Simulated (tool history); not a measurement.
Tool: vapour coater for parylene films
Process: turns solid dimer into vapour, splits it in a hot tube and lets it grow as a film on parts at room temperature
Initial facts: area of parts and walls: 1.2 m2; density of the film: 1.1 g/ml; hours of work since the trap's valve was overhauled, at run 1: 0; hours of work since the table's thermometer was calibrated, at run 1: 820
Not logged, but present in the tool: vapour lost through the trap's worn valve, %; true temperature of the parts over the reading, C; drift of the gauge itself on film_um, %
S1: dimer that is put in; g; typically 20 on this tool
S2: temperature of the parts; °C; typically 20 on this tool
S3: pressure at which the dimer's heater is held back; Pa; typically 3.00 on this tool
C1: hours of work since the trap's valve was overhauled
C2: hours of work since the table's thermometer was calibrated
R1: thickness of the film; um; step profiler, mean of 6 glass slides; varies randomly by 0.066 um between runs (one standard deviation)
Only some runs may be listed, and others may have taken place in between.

run	hour	S1	S2	S3	C1	C2	R1
1	0.0	20	20	3.00	0	820	7.70
2	18.9	20	20	4.88	10	830	7.06
3	45.7	20	20	3.00	24	844	7.79
4	82.1	20	20	3.00	42	863	7.67
5	116.9	8	20	3.00	60	881	3.06
6	154.4	22	20	3.00	80	900	8.43
7	187.1	22	20	3.00	97	917	8.39
8	218.6	20	20	3.00	113	933	7.63
9	258.5	20	20	3.00	134	954	7.61
10	277.9	20	20	2.39	144	964	7.89
11	302.3	20	20	2.39	156	976	7.72
12	339.3	20	20	2.39	175	996	7.79
13	372.4	20	20	2.39	193	1013	7.80
14	398.9	20	20	2.39	206	1026	7.77
15	423.9	20	20	2.39	219	1039	7.68
16	468.6	20	20	2.39	242	1062	7.69
17	505.4	20	20	8.81	261	1081	5.87
18	549.4	20	20	8.81	284	1104	5.84
19	590.0	20	29	2.88	305	1125	5.31
20	613.9	20	29	2.88	317	1138	5.37
21	634.7	14	20	3.00	328	1148	5.06
22	664.3	24	12	3.00	343	1164	11.61
23	691.2	24	12	3.00	357	1178	11.40
24	735.6	20	20	3.12	380	1200	7.05
25	774.7	20	20	7.29	401	1221	5.90
26	797.8	20	20	7.29	413	1233	5.88
27	833.4	26	15	8.58	431	1251	8.87
28	877.4	20	12	4.24	454	1274	8.53
29	915.0	15	27	5.47	473	1293	3.58
30	958.4	24	19	5.47	496	1316	7.58
31	979.7	20	20	2.78	507	1327	7.07
# hour 1026.4: trap's valve overhauled
32	1028.0	20	27	3.00	1	1350	6.07
33	1058.5	20	27	3.00	17	1365	6.00
34	1094.7	13	23	3.00	35	1384	4.52
35	1137.7	13	23	3.00	58	1406	4.41

Alternative continuations, all from the tool just after run 35; predict every row:
A	1165.7	13	21	3.00	72	1421	?
B	1165.7	12	27	11.65	72	1421	?
C	1165.7	10	23	3.00	72	1421	?
D	1165.7	10	15	4.24	72	1421	?

run	R1
A	4.80
B	2.77
C	3.39
D	4.23
With no hidden state in the tool, these same runs would have given:
run	R1
A	4.97
B	2.86
C	3.50
D	4.38
